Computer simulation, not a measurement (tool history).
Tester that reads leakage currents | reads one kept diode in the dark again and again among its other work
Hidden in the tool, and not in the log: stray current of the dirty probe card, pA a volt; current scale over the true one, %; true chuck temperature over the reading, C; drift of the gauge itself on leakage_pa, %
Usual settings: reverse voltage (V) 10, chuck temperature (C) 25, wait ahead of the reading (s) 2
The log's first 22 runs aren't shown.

run,hour,reverse voltage (V),chuck temperature (C),wait ahead of the reading (s),hours of work since the probe card was cleaned,hours of work since the tester was calibrated,hours of work since the chuck was calibrated,current that the tester gives (pA)
23,4834.3,11.4,25,2,550,1825,739,234
24,4967.7,10,34,7.89,635,1910,824,404.41
25,5103.3,10,25,2.94,722,1997,910,221.69
26,5266.8,10,24,2.94,826,2101,1015,207.15
27,5398.9,10,24,2.94,910,2185,1099,209.1
28,5518.7,10.3,24,3.16,986,2261,1175,213.24
29,5718.6,10,25,6.24,1114,2389,1302,228.43
30,5852,7.5,51,3.66,1199,2474,1387,1049.03
31,5991.9,7.5,51,3.66,1288,2563,1477,1058.02
32,6146.3,3.2,38,1.65,1386,2661,1575,296.46
33,6386.1,2,21,3.24,1539,2814,1728,73.82
34,6642.6,2,21,3.24,1702,2978,1891,74.4
35,6841.2,2.3,37,1.05,1829,3104,2018,238.59
# hour 7058.1: chuck's temperature calibrated
36,7118.8,2.3,37,1.05,2005,3280,39,221.51
37,7343.5,5.2,23,1.05,2148,3423,182,139.25
38,7580.4,5.2,23,1.05,2299,3574,333,141.57
39,7835.2,5.2,23,1.05,2461,3736,495,143.18
40,7993.7,5.2,23,1.05,2562,3837,596,143.55

Forecast each of these 3 alternatives for the next run:
# hour 8008: tester calibrated
A,8189.9,7.7,47,0.37,2686,116,720,?
# hour 8008: tester calibrated
B,8189.9,5.2,23,1.22,2686,116,720,?
# hour 8008: tester calibrated
C,8189.9,12.2,37,4.06,2686,116,720,?

run,current that the tester gives (pA)
A,815.74
B,141.22
C,566.6
Without the tool's hidden state the same runs would have given:
run,current that the tester gives (pA)
A,772.47
B,124.3
C,519.85

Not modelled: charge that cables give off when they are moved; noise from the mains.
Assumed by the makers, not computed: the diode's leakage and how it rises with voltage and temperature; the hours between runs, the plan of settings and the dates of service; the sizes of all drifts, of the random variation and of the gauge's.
